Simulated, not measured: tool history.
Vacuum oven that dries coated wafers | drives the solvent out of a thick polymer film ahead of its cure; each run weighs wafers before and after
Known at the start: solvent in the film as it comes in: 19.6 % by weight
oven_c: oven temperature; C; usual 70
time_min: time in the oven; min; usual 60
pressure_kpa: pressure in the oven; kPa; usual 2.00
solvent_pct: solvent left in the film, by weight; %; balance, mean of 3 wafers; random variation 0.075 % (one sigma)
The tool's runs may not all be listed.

Run 1, hour 0.0: usual settings. Result: solvent_pct 5.92 %.
Run 2, hour 69.2: usual settings. Result: solvent_pct 6.05 %.
Run 3, hour 181.1: usual settings. Result: solvent_pct 6.17 %.
Run 4, hour 304.6: usual settings. Result: solvent_pct 6.15 %.
Run 5, hour 435.9: usual settings. Result: solvent_pct 6.31 %.
Run 6, hour 500.3: usual settings but time_min 31 min. Result: solvent_pct 8.91 %.
Run 7, hour 613.8: usual settings but time_min 31 min. Result: solvent_pct 8.94 %.
Run 8, hour 744.4: usual settings but time_min 31 min. Result: solvent_pct 9.02 %.
Run 9, hour 812.6: usual settings but pressure_kpa 1.71 kPa. Result: solvent_pct 5.82 %.
Run 10, hour 881.7: usual settings but pressure_kpa 1.71 kPa. Result: solvent_pct 5.94 %.
Run 11, hour 990.5: usual settings. Result: solvent_pct 6.26 %.
Run 12, hour 1119.9: usual settings but oven_c 67 C. Result: solvent_pct 7.69 %.
Run 13, hour 1241.2: usual settings but oven_c 56 C. Result: solvent_pct 12.70 %.
Run 14, hour 1364.4: usual settings but oven_c 65 C. Result: solvent_pct 8.55 %.
Run 15, hour 1463.7: usual settings. Result: solvent_pct 6.61 %.
Run 16, hour 1541.4: usual settings. Result: solvent_pct 6.55 %.
Run 17, hour 1667.9: usual settings but time_min 36 min. Result: solvent_pct 8.65 %.
Run 18, hour 1777.1: usual settings but oven_c 79 C, pressure_kpa 1.19 kPa. Result: solvent_pct 2.80 %.
At hour 1796.8: oven's thermocouples calibrated.
Run 19, hour 1875.7: usual settings but oven_c 79 C, pressure_kpa 2.72 kPa. Result: solvent_pct 4.41 %.
Run 20, hour 1974.6: usual settings but oven_c 85 C, pressure_kpa 2.72 kPa. Result: solvent_pct 3.30 %.
Run 21, hour 2031.0: usual settings but oven_c 65 C, time_min 47 min, pressure_kpa 2.72 kPa. Result: solvent_pct 10.50 %.
Run 22, hour 2156.2: usual settings but oven_c 65 C, time_min 47 min, pressure_kpa 2.72 kPa. Result: solvent_pct 10.44 %.
Run 23, hour 2259.5: usual settings but oven_c 65 C, time_min 47 min, pressure_kpa 2.72 kPa. Result: solvent_pct 10.50 %.
Run 24, hour 2370.9: usual settings but oven_c 83 C, time_min 52 min, pressure_kpa 2.70 kPa. Result: solvent_pct 3.69 %.
Run 25, hour 2466.4: usual settings but oven_c 81 C, time_min 42 min. Result: solvent_pct 3.90 %.
Run 26, hour 2572.7: usual settings but oven_c 81 C, time_min 42 min. Result: solvent_pct 3.91 %.
Run 27, hour 2636.0: usual settings but oven_c 81 C, time_min 42 min. Result: solvent_pct 4.00 %.

The next listed run, before its measurement:
Run 28, hour 2733.3: usual settings but oven_c 75 C, time_min 87 min. Result: solvent_pct ?.

solvent_pct: 4.09 %
Without the tool's hidden state the same run would have given solvent_pct 3.42 %.

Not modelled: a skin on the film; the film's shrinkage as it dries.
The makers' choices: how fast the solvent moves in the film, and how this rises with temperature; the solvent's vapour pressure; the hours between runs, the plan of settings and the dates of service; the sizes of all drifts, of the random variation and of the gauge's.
